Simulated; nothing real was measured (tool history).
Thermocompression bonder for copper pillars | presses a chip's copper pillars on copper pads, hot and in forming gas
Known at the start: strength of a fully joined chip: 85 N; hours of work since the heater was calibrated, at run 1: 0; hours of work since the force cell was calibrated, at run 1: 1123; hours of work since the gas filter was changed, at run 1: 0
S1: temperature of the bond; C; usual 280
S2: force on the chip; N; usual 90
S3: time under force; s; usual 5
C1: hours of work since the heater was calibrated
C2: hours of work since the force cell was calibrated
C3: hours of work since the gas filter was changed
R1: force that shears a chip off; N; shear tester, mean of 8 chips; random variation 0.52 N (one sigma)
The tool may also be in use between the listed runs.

run 1 hour=0.0 | S1=280 S2=90 S3=5 | C1=0 C2=1123 C3=0 | R1=32.5
run 2 hour=92.2 | S1=285 S2=90 S3=5 | C1=72 C2=1195 C3=72 | R1=34.0
run 3 hour=179.7 | S1=285 S2=108 S3=5 | C1=141 C2=1264 C3=141 | R1=38.1
run 4 hour=269.8 | S1=307 S2=90 S3=5 | C1=212 C2=1335 C3=212 | R1=39.0
run 5 hour=329.1 | S1=307 S2=54 S3=5 | C1=259 C2=1382 C3=259 | R1=29.6
run 6 hour=380.4 | S1=280 S2=90 S3=5 | C1=299 C2=1422 C3=299 | R1=30.5
-- hour=450.5 forming gas filter changed
run 7 hour=451.6 | S1=258 S2=90 S3=5 | C1=355 C2=1478 C3=1 | R1=27.2
run 8 hour=504.6 | S1=280 S2=90 S3=5 | C1=396 C2=1519 C3=43 | R1=33.3
run 9 hour=589.4 | S1=280 S2=90 S3=5 | C1=463 C2=1586 C3=109 | R1=32.7
run 10 hour=635.2 | S1=280 S2=68 S3=5 | C1=499 C2=1622 C3=145 | R1=27.0
run 11 hour=725.1 | S1=280 S2=90 S3=5 | C1=570 C2=1693 C3=216 | R1=31.9
run 12 hour=802.6 | S1=280 S2=121 S3=5 | C1=631 C2=1754 C3=277 | R1=38.1
-- hour=896.9 forming gas filter changed
run 13 hour=896.9 | S1=280 S2=125 S3=5 | C1=704 C2=1827 C3=0 | R1=40.8
run 14 hour=979.2 | S1=280 S2=90 S3=5 | C1=769 C2=1892 C3=65 | R1=32.6
-- hour=1010.2 force cell calibrated
run 15 hour=1064.9 | S1=280 S2=90 S3=5 | C1=835 C2=43 C3=131 | R1=33.7
run 16 hour=1109.4 | S1=294 S2=90 S3=5 | C1=870 C2=78 C3=166 | R1=38.1
run 17 hour=1172.3 | S1=294 S2=90 S3=5 | C1=920 C2=128 C3=215 | R1=37.5
run 18 hour=1223.6 | S1=266 S2=125 S3=5 | C1=960 C2=168 C3=256 | R1=35.5
run 19 hour=1293.1 | S1=266 S2=93 S3=5 | C1=1015 C2=222 C3=310 | R1=29.2
run 20 hour=1340.6 | S1=305 S2=66 S3=3 | C1=1052 C2=260 C3=348 | R1=28.2
-- hour=1346.1 forming gas filter changed
run 21 hour=1412.3 | S1=308 S2=90 S3=5 | C1=1108 C2=316 C3=52 | R1=44.5
run 22 hour=1495.5 | S1=267 S2=90 S3=5 | C1=1174 C2=381 C3=118 | R1=31.2
run 23 hour=1564.7 | S1=280 S2=69 S3=5 | C1=1228 C2=436 C3=172 | R1=29.6
run 24 hour=1644.5 | S1=267 S2=90 S3=4 | C1=1291 C2=498 C3=235 | R1=28.9
run 25 hour=1687.2 | S1=280 S2=69 S3=9 | C1=1324 C2=532 C3=268 | R1=36.2
run 26 hour=1745.9 | S1=280 S2=102 S3=8 | C1=1370 C2=578 C3=314 | R1=42.9
run 27 hour=1786.8 | S1=280 S2=102 S3=8 | C1=1403 C2=610 C3=347 | R1=42.3
-- hour=1793.7 forming gas filter changed
run 28 hour=1828.3 | S1=267 S2=133 S3=12 | C1=1435 C2=643 C3=27 | R1=52.6
run 29 hour=1871.1 | S1=267 S2=133 S3=3 | C1=1469 C2=676 C3=61 | R1=32.1
-- hour=1911.6 heater calibrated with a thermocouple chip
run 30 hour=1923.9 | S1=267 S2=133 S3=3 | C1=10 C2=716 C3=101 | R1=30.5
run 31 hour=2014.7 | S1=267 S2=133 S3=3 | C1=81 C2=788 C3=172 | R1=29.5
run 32 hour=2092.4 | S1=267 S2=133 S3=3 | C1=142 C2=849 C3=233 | R1=29.0
run 33 hour=2166.8 | S1=267 S2=133 S3=3 | C1=201 C2=907 C3=292 | R1=28.1
-- hour=2244.8 forming gas filter changed
run 34 hour=2257.1 | S1=267 S2=133 S3=3 | C1=271 C2=978 C3=10 | R1=30.5

Forecast each of these 3 alternatives for the next run:
run A hour=2350.6 | S1=266 S2=90 S3=5 | C1=345 C2=1051 C3=83 | R1=?
run B hour=2350.6 | S1=301 S2=100 S3=3 | C1=345 C2=1051 C3=83 | R1=?
run C hour=2350.6 | S1=251 S2=58 S3=3 | C1=345 C2=1051 C3=83 | R1=?

run=A R1=30.1
run=B R1=35.3
run=C R1=14.8
Without the tool's hidden state the same runs would have given:
run=A R1=30.3
run=B R1=35.6
run=C R1=14.8

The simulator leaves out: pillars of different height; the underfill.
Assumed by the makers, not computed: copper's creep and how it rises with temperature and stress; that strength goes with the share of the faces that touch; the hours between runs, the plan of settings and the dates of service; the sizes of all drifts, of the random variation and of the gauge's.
